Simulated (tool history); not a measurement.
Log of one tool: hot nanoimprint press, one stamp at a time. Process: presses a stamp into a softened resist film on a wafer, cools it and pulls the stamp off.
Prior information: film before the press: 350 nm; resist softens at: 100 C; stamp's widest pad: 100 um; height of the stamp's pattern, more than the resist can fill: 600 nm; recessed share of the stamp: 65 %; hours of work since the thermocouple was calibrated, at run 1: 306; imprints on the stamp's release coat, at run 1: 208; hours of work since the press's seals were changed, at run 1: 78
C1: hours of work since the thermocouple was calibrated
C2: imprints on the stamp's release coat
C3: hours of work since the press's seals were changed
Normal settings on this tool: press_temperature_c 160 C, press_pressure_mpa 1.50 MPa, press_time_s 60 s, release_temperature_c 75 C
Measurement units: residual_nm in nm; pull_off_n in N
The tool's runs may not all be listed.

Run 1, hour 0.0: usual settings; C1 306; C2 208; C3 78. Result: residual_nm 190.9 nm, pull_off_n 202 N.
Run 2, hour 11.1: usual settings but press_time_s 32 s; C1 314; C2 243; C3 86. Result: residual_nm 231.4 nm, pull_off_n 195 N.
Run 3, hour 17.5: usual settings but press_time_s 75 s; C1 318; C2 263; C3 90. Result: residual_nm 179.1 nm, pull_off_n 200 N.
Run 4, hour 30.1: usual settings but press_pressure_mpa 0.96 MPa; C1 327; C2 303; C3 99. Result: residual_nm 227.5 nm, pull_off_n 208 N.
Run 5, hour 42.2: usual settings but press_pressure_mpa 0.96 MPa; C1 335; C2 341; C3 108. Result: residual_nm 227.1 nm, pull_off_n 207 N.
Run 6, hour 53.1: usual settings but press_temperature_c 164 C; C1 343; C2 375; C3 115. Result: residual_nm 162.6 nm, pull_off_n 201 N.
Run 7, hour 63.4: usual settings but press_temperature_c 164 C; C1 350; C2 408; C3 122. Result: residual_nm 163.8 nm, pull_off_n 205 N.
Run 8, hour 77.7: usual settings; C1 360; C2 453; C3 132. Result: residual_nm 194.3 nm, pull_off_n 213 N.
Run 9, hour 89.3: usual settings; C1 368; C2 490; C3 141. Result: residual_nm 197.2 nm, pull_off_n 216 N.
Run 10, hour 98.0: usual settings; C1 374; C2 517; C3 147. Result: residual_nm 197.0 nm, pull_off_n 215 N.
Run 11, hour 105.0: usual settings; C1 379; C2 539; C3 151. Result: residual_nm 197.7 nm, pull_off_n 216 N.
At hour 110.3: plate thermocouple calibrated.
Run 12, hour 117.9: usual settings but release_temperature_c 68 C; C1 5; C2 570; C3 158. Result: residual_nm 179.1 nm, pull_off_n 221 N.
Run 13, hour 124.9: usual settings but release_temperature_c 68 C; C1 10; C2 593; C3 163. Result: residual_nm 181.5 nm, pull_off_n 232 N.
Run 14, hour 138.9: usual settings but release_temperature_c 68 C; C1 20; C2 637; C3 173. Result: residual_nm 180.4 nm, pull_off_n 246 N.
Run 15, hour 154.4: usual settings but release_temperature_c 68 C; C1 31; C2 686; C3 184. Result: residual_nm 179.8 nm, pull_off_n 229 N.

Predict the results of run 16:
Run 16, hour 165.1: usual settings but press_temperature_c 163 C, press_pressure_mpa 1.79 MPa; C1 38; C2 720; C3 191. Result: residual_nm ?, pull_off_n ?.

{"run 16": {"residual_nm": 147.0, "pull_off_n": 226}}
On a tool with no hidden condition, and with the same random variation, this run would have come out at residual_nm 144.7 nm, pull_off_n 185 N.
